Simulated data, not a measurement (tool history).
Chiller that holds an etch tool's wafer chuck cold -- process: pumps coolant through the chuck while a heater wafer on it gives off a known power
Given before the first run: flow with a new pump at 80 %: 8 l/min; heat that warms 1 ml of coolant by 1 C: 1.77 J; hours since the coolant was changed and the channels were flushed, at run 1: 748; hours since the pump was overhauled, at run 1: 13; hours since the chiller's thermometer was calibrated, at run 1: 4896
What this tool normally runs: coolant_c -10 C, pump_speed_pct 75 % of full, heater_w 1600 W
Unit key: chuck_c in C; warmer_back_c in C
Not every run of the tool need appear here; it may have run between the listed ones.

run	hour	coolant_c	pump_speed_pct	heater_w	hours since the coolant was changed and the channels were flushed	hours since the pump was overhauled	hours since the chiller's thermometer was calibrated	chuck_c	warmer_back_c
1	0	-10	75	1600	748	13	4896	3.6	7.21
2	25.5	-10	75	1600	773	39	4922	3.6	7.21
3	47.7	-10	78	1600	795	61	4944	3.1	6.98
4	77	-20	75	1600	825	90	4973	-6.4	7.2
5	103.8	-20	75	1600	852	117	5000	-6.4	7.17
6	139.7	-8	93	2037	887	153	5036	6.3	7.42
7	173.6	-8	93	2037	921	187	5070	6.5	7.4
8	201.3	-8	93	2037	949	214	5097	6.1	7.38
9	231.9	-13	93	2037	980	245	5128	1.4	7.36
10	259.1	-10	75	1851	1007	272	5155	5.9	8.29

Measured result minus the same run's result without the hidden state. Both carry the same run-to-run variation, though not necessarily the same gauge scatter:
What the log doesn't record here: heat passed by the chuck's channels, % of clean ones'; flow at a given pump speed, % of a new pump's; coolant's true temperature over the reading, C; drift of the gauge itself on chuck_c, C; drift of the gauge itself on warmer_back_c, C.
run	warmer_back_c
1	+0
2	-0.01
3	-0.02
4	-0.03
5	-0.03
6	-0.05
7	-0.06
8	-0.07
9	-0.07
10	-0.09
For chuck_c, the difference is zero in each run.

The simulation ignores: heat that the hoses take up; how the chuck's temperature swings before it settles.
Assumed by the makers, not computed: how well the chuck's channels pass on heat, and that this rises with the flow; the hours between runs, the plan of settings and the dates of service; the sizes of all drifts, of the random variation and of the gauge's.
